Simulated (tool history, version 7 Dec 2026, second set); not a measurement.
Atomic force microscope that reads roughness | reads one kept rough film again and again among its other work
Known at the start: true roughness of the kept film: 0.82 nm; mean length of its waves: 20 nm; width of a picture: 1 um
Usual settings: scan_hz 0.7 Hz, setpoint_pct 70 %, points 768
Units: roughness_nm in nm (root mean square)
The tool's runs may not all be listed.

run,hour,scan_hz,setpoint_pct,points,roughness_nm
1,0,0.7,70,768,0.594
# hour 26.3: new tip fitted
2,53.4,0.7,70,768,0.713
3,99.6,0.7,85,768,0.655
4,140.7,0.7,85,768,0.62
5,179.9,0.7,85,768,0.593
# hour 208.1: new tip fitted
6,220.4,0.7,89,768,0.704
7,287,0.7,89,768,0.641
8,344.7,0.7,70,768,0.619
# hour 384.8: new tip fitted
9,392.5,0.7,70,768,0.721
10,431.1,0.7,70,768,0.685
11,507.5,0.7,58,768,0.635
# hour 563.1: new tip fitted
12,563.1,0.7,70,768,0.726
13,617.2,0.7,70,768,0.675
14,673.4,0.7,70,768,0.639
15,720.5,0.7,64,768,0.607
# hour 740.6: new tip fitted
16,780.3,0.7,70,768,0.698
17,828.8,0.7,70,768,0.658
18,896.7,0.7,70,768,0.601
# hour 920.2: new tip fitted
19,934.7,0.7,70,768,0.711
20,984.7,0.7,70,768,0.663
21,1072.9,0.7,70,768,0.595
# hour 1097.3: new tip fitted
22,1115.4,0.7,70,768,0.72
23,1192.6,0.7,70,768,0.639
# hour 1275.6: new tip fitted
24,1275.6,0.7,70,768,0.727
25,1334,0.7,70,768,0.68
26,1374.1,0.7,70,768,0.661
27,1435,2.117,70,373,0.574
# hour 1454.2: new tip fitted
28,1496.6,2.117,70,373,0.661
29,1562.7,0.532,63,676,0.637
# hour 1630.6: new tip fitted
30,1632.2,0.532,63,676,0.737
31,1693.4,0.532,63,676,0.664
32,1762.4,0.532,63,676,0.616
# hour 1810.3: new tip fitted
33,1810.3,0.532,63,676,0.733
34,1863.3,1.529,70,768,0.671
35,1930.4,0.574,61,723,0.634
# hour 1983: height scale calibrated on a step standard
# hour 1988.8: new tip fitted
36,2017.3,3.334,63,487,0.682
37,2058.4,0.7,81,768,0.669
38,2147,1.152,75,948,0.587
# hour 2164.6: new tip fitted
39,2196.5,0.522,75,314,0.696
40,2249.1,0.522,75,314,0.654
41,2319.4,0.522,75,314,0.612
# hour 2346.2: new tip fitted
42,2377.8,0.522,75,314,0.684
43,2440.5,1.02,74,932,0.637
44,2520.1,1.02,57,932,0.594
# hour 2528.7: new tip fitted
45,2603.4,1.02,57,932,0.668
46,2687,1.02,57,932,0.597
# hour 2707: new tip fitted
47,2747.6,2.39,84,418,0.61
48,2813.7,2.39,84,418,0.567
# hour 2884.6: new tip fitted
49,2902.7,2.237,65,418,0.691
50,2969.6,2.503,62,282,0.621

Hidden state or all else? Some run-to-run changes of roughness_nm, split into what the settings, what came in and random variation would give without the hidden state, and what is left for the hidden state (with any gauge scatter that isn't in both results):
The hidden state here: radius of the tip, nm; height scale over the true one, %; drift of the gauge itself on roughness_nm, %.
Run 1 -> 2: new tip fitted. roughness_nm +0.119 nm (root mean square): hidden state +0.11, all else +0.009.
Run 18 -> 19: new tip fitted. roughness_nm +0.11 nm (root mean square): hidden state +0.111, all else -0.001.
Run 21 -> 22: new tip fitted. roughness_nm +0.125 nm (root mean square): hidden state +0.11, all else +0.015.
Run 32 -> 33: new tip fitted. roughness_nm +0.117 nm (root mean square): hidden state +0.118, all else -0.001.
Run 48 -> 49: scan_hz 2.39 -> 2.237, setpoint_pct 84 -> 65, new tip fitted. roughness_nm +0.124 nm (root mean square): hidden state +0.064, all else +0.06.

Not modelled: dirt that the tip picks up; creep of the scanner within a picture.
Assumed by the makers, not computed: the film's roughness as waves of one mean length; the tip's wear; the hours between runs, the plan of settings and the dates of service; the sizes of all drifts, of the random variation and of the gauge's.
